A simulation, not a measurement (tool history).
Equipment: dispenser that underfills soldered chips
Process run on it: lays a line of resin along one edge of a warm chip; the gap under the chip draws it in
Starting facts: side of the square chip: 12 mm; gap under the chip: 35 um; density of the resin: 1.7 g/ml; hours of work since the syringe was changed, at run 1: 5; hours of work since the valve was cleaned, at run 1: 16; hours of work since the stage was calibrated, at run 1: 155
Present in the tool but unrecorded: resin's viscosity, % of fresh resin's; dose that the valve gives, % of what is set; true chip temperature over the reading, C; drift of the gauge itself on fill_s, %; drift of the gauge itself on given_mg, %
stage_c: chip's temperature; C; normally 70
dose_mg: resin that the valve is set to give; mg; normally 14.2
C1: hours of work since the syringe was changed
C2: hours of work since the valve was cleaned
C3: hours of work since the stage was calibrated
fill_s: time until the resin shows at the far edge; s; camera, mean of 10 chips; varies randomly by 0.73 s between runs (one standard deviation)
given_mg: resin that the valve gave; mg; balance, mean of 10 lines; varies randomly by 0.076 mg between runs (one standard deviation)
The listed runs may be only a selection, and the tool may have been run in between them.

Run 1, day 0: usual settings; C1 5; C2 16; C3 155. Result: fill_s 103.1 s, given_mg 13.97 mg.
At day 0.042: new syringe of resin.
Run 2, day 0.179: usual settings but dose_mg 14.4 mg; C1 2; C2 19; C3 158. Result: fill_s 82.8 s, given_mg 14.18 mg.
At day 0.354: new syringe of resin.
Run 3, day 0.362: usual settings but dose_mg 14.4 mg; C1 0; C2 22; C3 161. Result: fill_s 68.7 s, given_mg 14.07 mg.
Run 4, day 0.471: usual settings; C1 2; C2 24; C3 163. Result: fill_s 80.3 s, given_mg 13.93 mg.
At day 0.679: new syringe of resin.
Run 5, day 0.688: usual settings; C1 0; C2 28; C3 167. Result: fill_s 69.4 s, given_mg 13.92 mg.
Run 6, day 0.846: usual settings but dose_mg 18.4 mg; C1 3; C2 31; C3 170. Result: fill_s 86.6 s, given_mg 17.82 mg.
At day 0.988: new syringe of resin.
Run 7, day 1.029: usual settings; C1 1; C2 34; C3 173. Result: fill_s 72.6 s, given_mg 14 mg.
Run 8, day 1.217: usual settings but stage_c 75 C; C1 4; C2 37; C3 177. Result: fill_s 73.3 s, given_mg 13.85 mg.
At day 1.3: new syringe of resin.
Run 9, day 1.358: usual settings but stage_c 75 C, dose_mg 16.2 mg; C1 1; C2 40; C3 179. Result: fill_s 56.3 s, given_mg 15.58 mg.
Run 10, day 1.529: usual settings; C1 4; C2 43; C3 182. Result: fill_s 96 s, given_mg 13.72 mg.
At day 1.617: new syringe of resin.
Run 11, day 1.762: usual settings; C1 3; C2 47; C3 186. Result: fill_s 87.6 s, given_mg 13.74 mg.
At day 1.933: new syringe of resin.
Run 12, day 1.967: usual settings; C1 1; C2 50; C3 189. Result: fill_s 70.7 s, given_mg 13.82 mg.
Run 13, day 2.071: usual settings; C1 2; C2 52; C3 191. Result: fill_s 83.8 s, given_mg 13.63 mg.
At day 2.246: new syringe of resin.
Run 14, day 2.246: usual settings; C1 0; C2 55; C3 194. Result: fill_s 69.3 s, given_mg 13.64 mg.
Run 15, day 2.433: usual settings; C1 3; C2 58; C3 198. Result: fill_s 93.9 s, given_mg 13.66 mg.
At day 2.562: new syringe of resin.
Run 16, day 2.617: usual settings; C1 1; C2 61; C3 201. Result: fill_s 77.1 s, given_mg 13.61 mg.
Run 17, day 2.758: usual settings; C1 4; C2 64; C3 203. Result: fill_s 93.4 s, given_mg 13.49 mg.
At day 2.879: new syringe of resin.
Run 18, day 2.883: usual settings but stage_c 58 C; C1 0; C2 66; C3 205. Result: fill_s 136.6 s, given_mg 13.49 mg.
Run 19, day 3.058: usual settings but stage_c 66 C, dose_mg 16.4 mg; C1 3; C2 69; C3 209. Result: fill_s 111.9 s, given_mg 15.6 mg.
At day 3.204: new syringe of resin.
At day 3.288: dispensing valve cleaned and set on the balance.
Run 20, day 3.321: usual settings but stage_c 57 C, dose_mg 16.9 mg; C1 1; C2 1; C3 212. Result: fill_s 158.2 s, given_mg 16.91 mg.
Run 21, day 3.5: usual settings but stage_c 57 C, dose_mg 16.9 mg; C1 5; C2 4; C3 216. Result: fill_s 204.9 s, given_mg 16.95 mg.
At day 3.558: new syringe of resin.
Run 22, day 3.604: usual settings but stage_c 57 C, dose_mg 16.9 mg; C1 1; C2 6; C3 217. Result: fill_s 148.9 s, given_mg 16.93 mg.
Run 23, day 3.762: usual settings but stage_c 57 C, dose_mg 16.9 mg; C1 4; C2 8; C3 220. Result: fill_s 188.7 s, given_mg 16.77 mg.
At day 3.875: new syringe of resin.
Run 24, day 3.971: usual settings but stage_c 57 C, dose_mg 16.9 mg; C1 2; C2 12; C3 224. Result: fill_s 160.2 s, given_mg 16.88 mg.
Run 25, day 4.171: usual settings but stage_c 77 C, dose_mg 14.9 mg; C1 5; C2 16; C3 227. Result: fill_s 73.5 s, given_mg 14.55 mg.
At day 4.2: new syringe of resin.
Run 26, day 4.338: usual settings but stage_c 57 C, dose_mg 18.4 mg; C1 2; C2 18; C3 230. Result: fill_s 173.6 s, given_mg 18.24 mg.
At day 4.517: new syringe of resin.
Run 27, day 4.538: usual settings but stage_c 57 C, dose_mg 18.4 mg; C1 0; C2 22; C3 234. Result: fill_s 142.1 s, given_mg 18.16 mg.
Run 28, day 4.65: usual settings but dose_mg 12.8 mg; C1 2; C2 24; C3 236. Result: fill_s 85.8 s, given_mg 12.5 mg.
Run 29, day 4.775: usual settings but dose_mg 14.1 mg; C1 5; C2 26; C3 238. Result: fill_s 101.2 s, given_mg 13.62 mg.
At day 4.833: new syringe of resin.
Run 30, day 5.004: usual settings but stage_c 66 C, dose_mg 14.4 mg; C1 3; C2 30; C3 242. Result: fill_s 111.4 s, given_mg 14.12 mg.
Run 31, day 5.104: usual settings but stage_c 66 C, dose_mg 16.3 mg; C1 5; C2 32; C3 244. Result: fill_s 130.4 s, given_mg 15.85 mg.
At day 5.15: new syringe of resin.
Run 32, day 5.308: usual settings but stage_c 74 C, dose_mg 14.4 mg; C1 3; C2 35; C3 247. Result: fill_s 72.9 s, given_mg 13.95 mg.
At day 5.467: new syringe of resin.
Run 33, day 5.467: usual settings but stage_c 67 C, dose_mg 17 mg; C1 0; C2 38; C3 250. Result: fill_s 80.4 s, given_mg 16.59 mg.
Run 34, day 5.679: usual settings but stage_c 67 C, dose_mg 17 mg; C1 4; C2 42; C3 254. Result: fill_s 108 s, given_mg 16.56 mg.
At day 5.792: new syringe of resin.
Run 35, day 5.904: usual settings but stage_c 67 C, dose_mg 17 mg; C1 2; C2 46; C3 258. Result: fill_s 95.5 s, given_mg 16.39 mg.

Consider 4 possible next runs. They are alternatives, not a sequence: every one starts from the tool as it was left by run 35. What does each give?
At day 6.104: new syringe of resin.
Run A, day 6.125: usual settings but stage_c 55 C; C1 0; C2 50; C3 261. Result: fill_s ?, given_mg ?.
At day 6.104: new syringe of resin.
Run B, day 6.125: usual settings but stage_c 85 C, dose_mg 15.7 mg; C1 0; C2 50; C3 261. Result: fill_s ?, given_mg ?.
At day 6.104: new syringe of resin.
Run C, day 6.125: usual settings but stage_c 60 C; C1 0; C2 50; C3 261. Result: fill_s ?, given_mg ?.
At day 6.104: new syringe of resin.
Run D, day 6.125: usual settings but stage_c 61 C, dose_mg 12.8 mg; C1 0; C2 50; C3 261. Result: fill_s ?, given_mg ?.

run  fill_s  given_mg
  A   167.7     13.88
  B    32.7     15.24
  C   126.9     13.61
  D   122.8     12.33
Without the tool's hidden state the same runs would have given:
run  fill_s  given_mg
  A   152.1     14.37
  B    29.9     15.77
  C   115.3      14.1
  D   111.3     12.77

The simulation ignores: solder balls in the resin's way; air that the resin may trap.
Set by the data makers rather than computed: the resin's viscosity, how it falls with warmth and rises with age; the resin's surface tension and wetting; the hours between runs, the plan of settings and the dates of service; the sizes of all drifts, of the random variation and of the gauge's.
